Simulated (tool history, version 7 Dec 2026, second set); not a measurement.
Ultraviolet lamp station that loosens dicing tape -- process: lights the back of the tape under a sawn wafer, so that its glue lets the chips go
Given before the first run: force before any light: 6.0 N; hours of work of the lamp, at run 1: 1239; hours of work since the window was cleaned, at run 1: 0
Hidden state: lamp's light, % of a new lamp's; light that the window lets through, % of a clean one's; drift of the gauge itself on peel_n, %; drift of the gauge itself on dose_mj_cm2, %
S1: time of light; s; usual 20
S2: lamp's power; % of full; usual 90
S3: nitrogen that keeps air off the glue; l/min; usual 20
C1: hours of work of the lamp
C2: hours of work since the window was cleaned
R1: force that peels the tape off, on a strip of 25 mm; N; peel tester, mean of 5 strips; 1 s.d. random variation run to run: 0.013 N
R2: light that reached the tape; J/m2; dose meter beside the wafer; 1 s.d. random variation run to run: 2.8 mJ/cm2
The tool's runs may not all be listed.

run	hour	S1	S2	S3	C1	C2	R1	R2
1	0.0	20	90	20	1239	0	1.071	2750
2	61.3	20	90	20	1280	41	1.149	2670
3	95.2	20	90	20	1303	64	1.216	2560
# hour 109.3: lamp changed
4	128.8	20	90	20	13	86	0.697	3570
5	171.4	20	90	20	42	115	0.702	3590
6	209.3	20	90	20	68	141	0.722	3460
7	280.0	20	90	20	115	189	0.776	3310
8	320.5	20	90	20	143	216	0.808	3270
9	379.1	20	90	20	182	255	0.830	3190
# hour 424.8: window cleaned of glue's vapour
10	457.9	20	68	20	235	22	1.096	2670
11	516.3	20	68	20	275	62	1.207	2600
12	576.7	20	90	21	315	103	0.778	3360
13	611.5	20	90	39	339	126	0.535	3260
14	674.8	20	90	39	382	169	0.552	3170
15	722.7	20	90	39	414	201	0.575	3080
16	772.7	20	90	7	448	235	1.708	3020
17	805.0	20	90	7	470	257	1.777	2980
# hour 851.1: window cleaned of glue's vapour
18	858.2	20	90	7	505	5	1.535	3320
19	930.8	20	90	7	554	54	1.605	3250
20	970.5	20	90	32	581	81	0.621	3130
21	1040.1	20	76	13	628	128	1.534	2560
22	1110.4	20	76	13	676	175	1.580	2470
23	1148.0	20	76	13	701	201	1.719	2430
24	1210.6	22	93	39	743	243	0.551	3220
25	1246.7	22	93	39	768	267	0.571	3120
# hour 1274.4: window cleaned of glue's vapour
26	1315.2	22	78	35	814	28	0.728	2890
27	1373.5	36	63	36	853	67	0.435	3700
28	1421.7	10	90	21	886	100	2.342	1440
29	1483.9	16	90	7	928	142	2.327	2220
30	1549.7	38	90	7	972	186	0.759	5190
31	1589.1	38	90	7	999	213	0.759	5030
32	1664.7	23	68	38	1050	264	1.096	2230
# hour 1703.3: window cleaned of glue's vapour
33	1720.6	37	90	26	1087	12	0.279	5230
34	1793.1	13	64	22	1136	61	2.595	1260

Entry by entry between the runs, the difference in hidden state between the last listed run before and the first listed run after:
After run 3, before run 4: lamp changed (hour 109.3)
  lamp's light, % of a new lamp's: 70.4 -> 98.4; light that the window lets through, % of a clean one's: 96.4 -> 95.5
  measured less the result without the state, R1: +0.591 -> +0.078 N; R2: -1220 -> -230 J/m2
After run 9, before run 10: window cleaned of glue's vapour (hour 424.8)
  lamp's light, % of a new lamp's: 94.8 -> 93.7; light that the window lets through, % of a clean one's: 88 -> 98.8
  measured less the result without the state, R1: +0.235 -> +0.128 N; R2: -620 -> -210 J/m2
After run 17, before run 18: window cleaned of glue's vapour (hour 851.1)
  lamp's light, % of a new lamp's: 88.7 -> 87.9; light that the window lets through, % of a clean one's: 88.5 -> 99.4
  measured less the result without the state, R1: +0.483 -> +0.259 N; R2: -820 -> -480 J/m2
After run 25, before run 26: window cleaned of glue's vapour (hour 1274.4)
  lamp's light, % of a new lamp's: 82.2 -> 81.2; light that the window lets through, % of a clean one's: 87.9 -> 98.6
  measured less the result without the state, R1: +0.270 -> +0.256 N; R2: -1200 -> -720 J/m2
After run 32, before run 33: window cleaned of glue's vapour (hour 1703.3)
  lamp's light, % of a new lamp's: 76.1 -> 75.2; light that the window lets through, % of a clean one's: 88.2 -> 98.6
  measured less the result without the state, R1: +0.566 -> +0.096 N; R2: -1090 -> -1820 J/m2
